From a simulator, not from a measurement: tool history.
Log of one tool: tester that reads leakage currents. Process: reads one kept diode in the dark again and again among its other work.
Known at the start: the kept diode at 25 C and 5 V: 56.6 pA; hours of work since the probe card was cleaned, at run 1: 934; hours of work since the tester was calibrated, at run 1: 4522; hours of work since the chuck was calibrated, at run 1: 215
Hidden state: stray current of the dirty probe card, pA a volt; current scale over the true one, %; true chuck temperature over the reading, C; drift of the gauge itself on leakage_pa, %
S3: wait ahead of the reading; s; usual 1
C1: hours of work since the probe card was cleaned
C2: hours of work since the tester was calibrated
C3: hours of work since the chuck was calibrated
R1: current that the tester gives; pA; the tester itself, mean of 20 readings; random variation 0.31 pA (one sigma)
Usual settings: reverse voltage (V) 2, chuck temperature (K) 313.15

Run 1, day 0: usual settings; C1 934; C2 4522; C3 215. Result: R1 101.39 pA.
Run 2, day 8.5: usual settings; C1 1042; C2 4631; C3 324. Result: R1 101.63 pA.
Run 3, day 19.021: usual settings but chuck temperature (K) 326.15; C1 1176; C2 4765; C3 458. Result: R1 230.13 pA.
Run 4, day 25.583: usual settings but chuck temperature (K) 326.15; C1 1260; C2 4849; C3 542. Result: R1 231.7 pA.
Run 5, day 31.104: usual settings but chuck temperature (K) 312.15; C1 1331; C2 4920; C3 613. Result: R1 95.38 pA.
Run 6, day 38.529: usual settings but chuck temperature (K) 312.15; C1 1426; C2 5014; C3 707. Result: R1 95.34 pA.
Run 7, day 44.242: usual settings but reverse voltage (V) 2.61; C1 1499; C2 5087; C3 780. Result: R1 118.04 pA.
Run 8, day 52.812: usual settings but reverse voltage (V) 2.61, chuck temperature (K) 316.15; C1 1608; C2 5197; C3 890. Result: R1 141.88 pA.
Run 9, day 61.546: usual settings but reverse voltage (V) 2.61, chuck temperature (K) 316.15; C1 1720; C2 5308; C3 1001. Result: R1 143.1 pA.
Run 10, day 70.838: usual settings but reverse voltage (V) 2.61, chuck temperature (K) 316.15; C1 1838; C2 5427; C3 1120. Result: R1 143.16 pA.
At day 73.35: probe card cleaned and baked.
Run 11, day 76.008: usual settings but reverse voltage (V) 2.61, chuck temperature (K) 316.15; C1 34; C2 5492; C3 1185. Result: R1 134.54 pA.
Run 12, day 82.412: usual settings but reverse voltage (V) 6.25, chuck temperature (K) 316.15; C1 116; C2 5573; C3 1266. Result: R1 210.93 pA.
Run 13, day 87.55: usual settings; C1 181; C2 5639; C3 1332. Result: R1 96.13 pA.
Run 14, day 96.071: usual settings but S3 0.45 s; C1 290; C2 5748; C3 1441. Result: R1 96.25 pA.
Run 15, day 101.312: usual settings; C1 357; C2 5815; C3 1508. Result: R1 96.56 pA.
At day 111.162: tester calibrated.
At day 111.246: chuck's temperature calibrated.
Run 16, day 111.712: usual settings but S3 3.65 s; C1 488; C2 6; C3 6. Result: R1 104.13 pA.
Run 17, day 119.317: usual settings but S3 3.65 s; C1 585; C2 103; C3 103. Result: R1 104.71 pA.
Run 18, day 125.983: usual settings but S3 3.65 s; C1 670; C2 188; C3 188. Result: R1 104.49 pA.
Run 19, day 135.896: usual settings but S3 3.65 s; C1 797; C2 315; C3 315. Result: R1 104.57 pA.
Run 20, day 142.35: usual settings but reverse voltage (V) 7.79; C1 879; C2 397; C3 397. Result: R1 217.79 pA.
Run 21, day 148.938: usual settings but S3 0.54 s; C1 963; C2 481; C3 481. Result: R1 105.02 pA.
Run 22, day 156.675: usual settings but S3 0.54 s; C1 1062; C2 580; C3 580. Result: R1 105.65 pA.
Run 23, day 164.433: usual settings but reverse voltage (V) 19.14, chuck temperature (K) 299.15, S3 3.27 s; C1 1161; C2 679; C3 679. Result: R1 157.1 pA.
Run 24, day 173.162: usual settings but reverse voltage (V) 5.11, chuck temperature (K) 299.15, S3 3.27 s; C1 1273; C2 791; C3 791. Result: R1 71.65 pA.
Run 25, day 180.746: usual settings but reverse voltage (V) 1.95, S3 9.31 s; C1 1370; C2 888; C3 888. Result: R1 102.89 pA.
Run 26, day 189.304: usual settings but reverse voltage (V) 13.5, chuck temperature (K) 296.15, S3 0.59 s; C1 1479; C2 997; C3 997. Result: R1 116.05 pA.
Run 27, day 195.862: usual settings but S3 5 s; C1 1563; C2 1081; C3 1081. Result: R1 105.26 pA.
Run 28, day 203.975: usual settings but reverse voltage (V) 11.78, chuck temperature (K) 328.15, S3 5 s; C1 1666; C2 1184; C3 1184. Result: R1 681.69 pA.
Run 29, day 212.117: usual settings but reverse voltage (V) 11.78, chuck temperature (K) 328.15, S3 5 s; C1 1770; C2 1288; C3 1288. Result: R1 684.62 pA.
At day 219.738: probe card cleaned and baked.
Run 30, day 222.504: usual settings but reverse voltage (V) 2.36, chuck temperature (K) 295.15, S3 4.18 s; C1 35; C2 1419; C3 1419. Result: R1 30.08 pA.
Run 31, day 231.362: usual settings but reverse voltage (V) 1.73, chuck temperature (K) 300.15, S3 2.21 s; C1 148; C2 1533; C3 1533. Result: R1 37.41 pA.
At day 239.238: chuck's temperature calibrated.
Run 32, day 240.812: usual settings but S3 9.28 s; C1 268; C2 1652; C3 20. Result: R1 102.47 pA.
Run 33, day 245.925: usual settings but S3 9.28 s; C1 333; C2 1717; C3 85. Result: R1 103.08 pA.
Run 34, day 253.658: usual settings but S3 9.28 s; C1 432; C2 1816; C3 184. Result: R1 103.35 pA.
Run 35, day 262.062: usual settings but S3 9.28 s; C1 539; C2 1924; C3 292. Result: R1 102.6 pA.
Run 36, day 272.729: usual settings but S3 9.28 s; C1 676; C2 2060; C3 428. Result: R1 102.61 pA.
Run 37, day 280.858: usual settings but S3 9.28 s; C1 780; C2 2164; C3 532. Result: R1 103.28 pA.
Run 38, day 287.779: usual settings but reverse voltage (V) 3.16, chuck temperature (K) 300.15, S3 3.66 s; C1 868; C2 2252; C3 620. Result: R1 55.23 pA.
Run 39, day 295.017: usual settings but reverse voltage (V) 10.58, chuck temperature (K) 300.15, S3 1.74 s; C1 960; C2 2344; C3 712. Result: R1 111.85 pA.
Run 40, day 305.771: usual settings but reverse voltage (V) 3.05, S3 0.81 s; C1 1098; C2 2482; C3 850. Result: R1 129.09 pA.

Hidden state at the last listed run before each entry between runs and at the first one after, where it differs:
Between runs 10 and 11: probe card cleaned and baked (day 73.35)
  stray current of the dirty probe card, pA a volt: 3.149 -> 0.073; current scale over the true one, %: -2.62 -> -2.65; true chuck temperature over the reading, C: -0.48 -> -0.51
  measured less the result without the state, R1: -0.14 -> -8.2 pA
Between runs 15 and 16: tester calibrated (day 111.162); chuck's temperature calibrated (day 111.246)
  stray current of the dirty probe card, pA a volt: 0.597 -> 0.794; current scale over the true one, %: -2.8 -> 0.07; true chuck temperature over the reading, C: -0.61 -> 0.17
  measured less the result without the state, R1: -5.75 -> +2.76 pA
Between runs 29 and 30: probe card cleaned and baked (day 219.738)
  stray current of the dirty probe card, pA a volt: 2.877 -> 0.078; current scale over the true one, %: -0.54 -> -0.61; true chuck temperature over the reading, C: -0.25 -> -0.29
  measured less the result without the state, R1: +19.88 -> -0.72 pA
Between runs 31 and 32: chuck's temperature calibrated (day 239.238)
  stray current of the dirty probe card, pA a volt: 0.255 -> 0.452; current scale over the true one, %: -0.66 -> -0.72; true chuck temperature over the reading, C: -0.33 -> 0.14
  measured less the result without the state, R1: -0.75 -> +1.07 pA

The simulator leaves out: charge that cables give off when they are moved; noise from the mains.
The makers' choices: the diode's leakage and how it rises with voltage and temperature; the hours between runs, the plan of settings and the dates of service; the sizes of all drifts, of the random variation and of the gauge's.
